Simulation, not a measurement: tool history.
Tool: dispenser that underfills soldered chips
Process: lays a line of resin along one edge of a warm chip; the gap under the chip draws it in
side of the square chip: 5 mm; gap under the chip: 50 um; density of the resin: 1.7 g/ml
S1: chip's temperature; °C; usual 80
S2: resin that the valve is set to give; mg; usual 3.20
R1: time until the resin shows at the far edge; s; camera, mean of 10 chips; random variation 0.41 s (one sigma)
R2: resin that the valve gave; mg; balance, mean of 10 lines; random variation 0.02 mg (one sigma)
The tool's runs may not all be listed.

run,hour,S1,S2,R1,R2
1,0.0,80,3.20,29.4,3.11
2,2.3,80,3.20,34.7,3.10
3,6.7,80,3.20,45.6,3.09
# hour 8.2: new syringe of resin
4,9.8,80,3.20,29.3,3.07
5,13.2,80,3.20,38.4,3.11
6,16.1,80,3.20,45.5,3.08
# hour 18.1: new syringe of resin
7,20.5,92,3.20,18.4,3.07
8,22.6,92,3.13,21.9,3.02
9,25.1,75,3.70,54.4,3.53
# hour 27.9: new syringe of resin
10,28.1,68,3.84,48.2,3.65
11,32.0,86,3.20,26.9,3.07
12,36.0,86,3.20,34.8,3.06
# hour 37.9: new syringe of resin
13,39.2,85,3.20,24.6,3.03
14,41.6,87,2.77,26.1,2.63

Forecast each of these 5 alternatives for the next run:
# hour 46.8: dispensing valve cleaned and set on the balance
A,47.0,80,3.15,?,?
# hour 46.8: dispensing valve cleaned and set on the balance
B,47.0,87,3.27,?,?
# hour 46.8: dispensing valve cleaned and set on the balance
C,47.0,72,3.59,?,?
# hour 46.8: dispensing valve cleaned and set on the balance
D,47.0,87,3.98,?,?
# hour 46.8: dispensing valve cleaned and set on the balance
E,47.0,91,3.60,?,?

run,R1,R2
A,47.5,3.17
B,33.1,3.27
C,68.7,3.59
D,33.1,3.99
E,27.4,3.60
Without the tool's hidden state the same runs would have given:
run,R1,R2
A,28.4,3.17
B,19.5,3.28
C,40.9,3.59
D,19.7,3.99
E,16.2,3.60
